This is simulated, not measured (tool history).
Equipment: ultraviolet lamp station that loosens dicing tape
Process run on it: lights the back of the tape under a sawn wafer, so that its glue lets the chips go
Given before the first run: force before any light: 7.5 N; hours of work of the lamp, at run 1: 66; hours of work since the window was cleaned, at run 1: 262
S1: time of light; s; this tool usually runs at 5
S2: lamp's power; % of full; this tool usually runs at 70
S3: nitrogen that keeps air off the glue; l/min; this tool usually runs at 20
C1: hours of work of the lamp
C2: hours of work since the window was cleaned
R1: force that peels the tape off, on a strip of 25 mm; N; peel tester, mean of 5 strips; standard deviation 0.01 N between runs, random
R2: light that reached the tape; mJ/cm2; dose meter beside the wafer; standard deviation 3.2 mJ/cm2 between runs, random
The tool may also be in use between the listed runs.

Run 1, hour 0: usual settings; C1 66; C2 262. Result: R1 0.522 N, R2 467 mJ/cm2.
Run 2, hour 30: usual settings; C1 87; C2 284. Result: R1 0.538 N, R2 461 mJ/cm2.
At hour 43.2: window cleaned of glue's vapour.
Run 3, hour 66.9: usual settings but S1 7 s; C1 113; C2 17. Result: R1 0.307 N, R2 609 mJ/cm2.
Run 4, hour 89.5: usual settings; C1 129; C2 33. Result: R1 0.616 N, R2 429 mJ/cm2.
Run 5, hour 116.4: usual settings; C1 148; C2 52. Result: R1 0.603 N, R2 431 mJ/cm2.
At hour 133.3: window cleaned of glue's vapour, once more.
Run 6, hour 136.9: usual settings; C1 162; C2 3. Result: R1 0.484 N, R2 478 mJ/cm2.
Run 7, hour 170.5: usual settings; C1 186; C2 26. Result: R1 0.496 N, R2 475 mJ/cm2.
Run 8, hour 186.5: usual settings; C1 197; C2 38. Result: R1 0.475 N, R2 475 mJ/cm2.
Run 9, hour 217: usual settings but S2 81 % of full; C1 219; C2 59. Result: R1 0.391 N, R2 537 mJ/cm2.
Run 10, hour 240.3: usual settings; C1 235; C2 76. Result: R1 0.51 N, R2 467 mJ/cm2.
Run 11, hour 268.8: usual settings; C1 255; C2 96. Result: R1 0.526 N, R2 462 mJ/cm2.
Run 12, hour 305.1: usual settings; C1 281; C2 121. Result: R1 0.555 N, R2 452 mJ/cm2.
Run 13, hour 332.6: usual settings; C1 300; C2 141. Result: R1 0.537 N, R2 453 mJ/cm2.
Run 14, hour 347.4: usual settings but S1 2 s; C1 311; C2 151. Result: R1 2.361 N, R2 181 mJ/cm2.
Run 15, hour 375.9: usual settings but S1 2 s; C1 331; C2 171. Result: R1 2.32 N, R2 178 mJ/cm2.
Run 16, hour 397: usual settings but S1 2 s; C1 346; C2 186. Result: R1 2.397 N, R2 173 mJ/cm2.
Run 17, hour 421.4: usual settings but S1 2 s; C1 363; C2 203. Result: R1 2.358 N, R2 176 mJ/cm2.
Run 18, hour 440.9: usual settings; C1 377; C2 217. Result: R1 0.583 N, R2 436 mJ/cm2.
Run 19, hour 465: usual settings; C1 394; C2 234. Result: R1 0.572 N, R2 431 mJ/cm2.
Run 20, hour 484.2: usual settings; C1 407; C2 248. Result: R1 0.591 N, R2 431 mJ/cm2.
Run 21, hour 501.3: usual settings; C1 419; C2 260. Result: R1 0.613 N, R2 432 mJ/cm2.
Run 22, hour 534.5: usual settings but S2 74 % of full, S3 14 l/min; C1 443; C2 283. Result: R1 0.7 N, R2 445 mJ/cm2.
At hour 546: window cleaned of glue's vapour.
Run 23, hour 560.9: usual settings but S2 74 % of full, S3 14 l/min; C1 461; C2 11. Result: R1 0.655 N, R2 465 mJ/cm2.
Run 24, hour 595.4: usual settings but S1 9 s, S3 9 l/min; C1 485; C2 35. Result: R1 0.341 N, R2 791 mJ/cm2.
Run 25, hour 612.4: usual settings but S1 9 s, S3 9 l/min; C1 497; C2 47. Result: R1 0.328 N, R2 776 mJ/cm2.
Run 26, hour 633.2: usual settings but S1 4 s, S3 9 l/min; C1 512; C2 62. Result: R1 1.53 N, R2 347 mJ/cm2.
Run 27, hour 669.5: usual settings but S1 4 s, S3 9 l/min; C1 537; C2 87. Result: R1 1.475 N, R2 346 mJ/cm2.
Run 28, hour 703.8: usual settings but S1 4 s, S3 9 l/min; C1 562; C2 111. Result: R1 1.577 N, R2 340 mJ/cm2.
Run 29, hour 720: usual settings but S1 9 s, S3 9 l/min; C1 573; C2 123. Result: R1 0.366 N, R2 758 mJ/cm2.
Run 30, hour 748.3: usual settings but S1 9 s, S3 9 l/min; C1 593; C2 143. Result: R1 0.369 N, R2 751 mJ/cm2.
Run 31, hour 783.4: usual settings but S1 9 s, S3 9 l/min; C1 618; C2 168. Result: R1 0.377 N, R2 745 mJ/cm2.
Run 32, hour 799.3: usual settings but S2 78 % of full; C1 629; C2 179. Result: R1 0.53 N, R2 455 mJ/cm2.
Run 33, hour 816.1: usual settings but S2 78 % of full; C1 641; C2 191. Result: R1 0.518 N, R2 457 mJ/cm2.
Run 34, hour 834.8: usual settings but S2 78 % of full; C1 654; C2 204. Result: R1 0.528 N, R2 451 mJ/cm2.
Run 35, hour 863.9: usual settings but S2 75 % of full; C1 675; C2 224. Result: R1 0.594 N, R2 435 mJ/cm2.
Run 36, hour 885.2: usual settings but S2 75 % of full; C1 690; C2 239. Result: R1 0.584 N, R2 423 mJ/cm2.
Run 37, hour 906.3: usual settings but S1 3 s, S2 67 % of full, S3 12 l/min; C1 705; C2 254. Result: R1 2.241 N, R2 228 mJ/cm2.
Run 38, hour 940.7: usual settings but S1 3 s, S2 67 % of full, S3 12 l/min; C1 729; C2 279. Result: R1 2.219 N, R2 225 mJ/cm2.
At hour 959.4: window cleaned of glue's vapour.
Run 39, hour 963.2: usual settings but S1 3 s, S2 69 % of full, S3 36 l/min; C1 744; C2 3. Result: R1 1.194 N, R2 245 mJ/cm2.
Run 40, hour 981.1: usual settings but S1 3 s, S2 69 % of full, S3 36 l/min; C1 757; C2 15. Result: R1 1.173 N, R2 245 mJ/cm2.
Run 41, hour 1000.9: usual settings but S2 82 % of full, S3 28 l/min; C1 771; C2 29. Result: R1 0.39 N, R2 478 mJ/cm2.
Run 42, hour 1017.3: usual settings but S1 3 s, S2 82 % of full, S3 34 l/min; C1 783; C2 41. Result: R1 0.911 N, R2 287 mJ/cm2.

The same runs without the tool's hidden state, with the same run-to-run variation:
Unlogged tool condition in this case: lamp's light, % of a new lamp's; light that the window lets through, % of a clean one's; drift of the gauge itself on peel_n, %; drift of the gauge itself on dose_mj_cm2, %.
run     R1   R2
  1  0.452  504
  2  0.458  501
  3  0.251  703
  4  0.463  499
  5  0.444  506
  6  0.447  499
  7   0.45  501
  8  0.425  503
  9  0.348  574
 10  0.443  503
 11  0.449  502
 12  0.464  497
 13  0.441  502
 14  2.083  202
 15  2.026  200
 16  2.079  196
 17  2.027  201
 18  0.449  500
 19  0.433  497
 20   0.44  500
 21  0.454  504
 22  0.506  526
 23  0.522  524
 24  0.281  900
 25  0.266  888
 26  1.226  399
 27  1.161  403
 28  1.222  400
 29  0.282  897
 30  0.279  898
 31  0.279  901
 32   0.37  552
 33  0.359  557
 34  0.361  555
 35  0.394  539
 36  0.384  529
 37  1.672  286
 38  1.633  286
 39  0.856  296
 40  0.833  297
 41  0.286  583
 42  0.618  352

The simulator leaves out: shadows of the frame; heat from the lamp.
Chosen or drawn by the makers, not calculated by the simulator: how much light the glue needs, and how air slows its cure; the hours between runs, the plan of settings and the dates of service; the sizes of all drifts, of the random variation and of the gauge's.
